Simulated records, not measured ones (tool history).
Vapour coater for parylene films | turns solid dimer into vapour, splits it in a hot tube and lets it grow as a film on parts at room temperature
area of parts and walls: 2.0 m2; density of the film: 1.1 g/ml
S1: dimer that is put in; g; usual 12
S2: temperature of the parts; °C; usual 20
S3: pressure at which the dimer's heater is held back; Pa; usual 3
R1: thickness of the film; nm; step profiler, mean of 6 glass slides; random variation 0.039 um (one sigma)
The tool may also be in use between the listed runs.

{"run": 1, "day": 0.0, "S1": 12, "S2": 20, "S3": 3, "R1": 4050}
{"run": 2, "day": 0.733, "S1": 12, "S2": 20, "S3": 2.76, "R1": 4050}
{"run": 3, "day": 1.5, "S1": 12, "S2": 28, "S3": 3, "R1": 3140}
{"run": 4, "day": 2.142, "S1": 12, "S2": 28, "S3": 3, "R1": 3120}
{"run": 5, "day": 2.667, "S1": 12, "S2": 28, "S3": 3, "R1": 3090}
{"run": 6, "day": 3.196, "S1": 12, "S2": 16, "S3": 3, "R1": 4520}
{"run": 7, "day": 3.646, "S1": 12, "S2": 16, "S3": 3, "R1": 4560}
{"day": 3.875, "done": "trap's valve overhauled"}
{"run": 8, "day": 4.562, "S1": 12, "S2": 16, "S3": 3, "R1": 4470}
{"run": 9, "day": 5.458, "S1": 13, "S2": 16, "S3": 5.04, "R1": 4410}
{"run": 10, "day": 6.021, "S1": 13, "S2": 16, "S3": 5.04, "R1": 4400}
{"run": 11, "day": 6.75, "S1": 12, "S2": 32, "S3": 2.88, "R1": 2680}
{"run": 12, "day": 7.242, "S1": 7, "S2": 32, "S3": 2.88, "R1": 1530}
{"run": 13, "day": 7.671, "S1": 7, "S2": 32, "S3": 2.88, "R1": 1600}
{"run": 14, "day": 8.312, "S1": 7, "S2": 23, "S3": 3, "R1": 2050}

Hidden state or all else? Some run-to-run changes of R1, split into what the settings, what came in and random variation would give without the hidden state, and what is left for the hidden state (with any gauge scatter that isn't in both results):
The hidden state here: vapour lost through the trap's worn valve, %; true temperature of the parts over the reading, C; drift of the gauge itself on film_um, %.
Run 10 -> 11: S1 13 -> 12, S2 16 -> 32, S3 5.04 -> 2.88. R1 -1720 nm: hidden state +140, all else -1860.

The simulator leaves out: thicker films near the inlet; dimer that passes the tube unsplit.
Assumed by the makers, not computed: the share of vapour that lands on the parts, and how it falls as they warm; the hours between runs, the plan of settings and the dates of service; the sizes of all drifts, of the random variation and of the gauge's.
